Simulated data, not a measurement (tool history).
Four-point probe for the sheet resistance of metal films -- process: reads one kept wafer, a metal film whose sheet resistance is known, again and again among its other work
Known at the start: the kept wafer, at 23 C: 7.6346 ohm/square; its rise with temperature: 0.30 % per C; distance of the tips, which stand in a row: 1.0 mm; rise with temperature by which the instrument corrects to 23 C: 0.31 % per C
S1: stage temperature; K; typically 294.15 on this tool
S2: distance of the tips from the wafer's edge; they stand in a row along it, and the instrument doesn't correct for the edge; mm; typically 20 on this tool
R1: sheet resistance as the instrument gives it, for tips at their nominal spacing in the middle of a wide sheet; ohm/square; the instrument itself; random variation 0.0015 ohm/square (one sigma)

{"run": 1, "day": 0.0, "S1": 294.15, "S2": 20, "R1": 7.632887}
{"run": 2, "day": 0.646, "S1": 294.15, "S2": 20, "R1": 7.632144}
{"run": 3, "day": 1.342, "S1": 294.15, "S2": 20, "R1": 7.635382}
{"run": 4, "day": 1.967, "S1": 294.15, "S2": 3, "R1": 8.049086}
{"run": 5, "day": 2.479, "S1": 294.15, "S2": 3, "R1": 8.048882}
{"run": 6, "day": 2.904, "S1": 294.15, "S2": 3, "R1": 8.051318}
{"run": 7, "day": 3.567, "S1": 294.15, "S2": 3, "R1": 8.048853}
{"run": 8, "day": 4.071, "S1": 294.15, "S2": 3, "R1": 8.050991}
{"run": 9, "day": 4.575, "S1": 294.15, "S2": 19, "R1": 7.633191}
{"run": 10, "day": 4.933, "S1": 293.15, "S2": 19, "R1": 7.632644}
{"run": 11, "day": 5.454, "S1": 293.15, "S2": 19, "R1": 7.635003}
{"run": 12, "day": 5.904, "S1": 294.15, "S2": 20, "R1": 7.63028}
{"run": 13, "day": 6.225, "S1": 301.15, "S2": 15, "R1": 7.633885}
{"run": 14, "day": 6.633, "S1": 299.15, "S2": 6, "R1": 7.73329}
{"day": 6.7, "done": "stage's thermometer calibrated"}
{"run": 15, "day": 7.05, "S1": 294.15, "S2": 13, "R1": 7.645219}
{"run": 16, "day": 7.742, "S1": 306.15, "S2": 7, "R1": 7.694965}
{"run": 17, "day": 8.175, "S1": 306.15, "S2": 7, "R1": 7.694961}
{"run": 18, "day": 8.896, "S1": 301.15, "S2": 48, "R1": 7.617692}
{"day": 8.971, "done": "stage's thermometer calibrated, once more"}
{"run": 19, "day": 9.412, "S1": 293.15, "S2": 7, "R1": 7.694722}
{"run": 20, "day": 10.058, "S1": 293.15, "S2": 7, "R1": 7.691384}
{"run": 21, "day": 10.571, "S1": 292.15, "S2": 10, "R1": 7.648621}
{"run": 22, "day": 10.983, "S1": 306.15, "S2": 5, "R1": 7.76448}
{"run": 23, "day": 11.471, "S1": 306.15, "S2": 5, "R1": 7.758459}

Hidden state or all else? Some run-to-run changes of R1, split into what the settings, what came in and random variation would give without the hidden state, and what is left for the hidden state (with any gauge scatter that isn't in both results):
Unlogged tool condition in this case: inner tips' distance over the nominal, %; tips' flats over new ones', %; wafer's true temperature over the reading, C; drift of the gauge itself on sheet_ohm, %.
Run 3 -> 4: S2 20 -> 3. R1 +0.413704 ohm/square: hidden state -0.000961, all else +0.414665.
Run 8 -> 9: S2 3 -> 19. R1 -0.4178 ohm/square: hidden state +0.000503, all else -0.418303.
Run 14 -> 15: S1 299.15 -> 294.15, S2 6 -> 13, stage's thermometer calibrated. R1 -0.088071 ohm/square: hidden state +0.002565, all else -0.090636.
Run 18 -> 19: S1 301.15 -> 293.15, S2 48 -> 7, stage's thermometer calibrated, once more. R1 +0.07703 ohm/square: hidden state -0.010787, all else +0.087817.
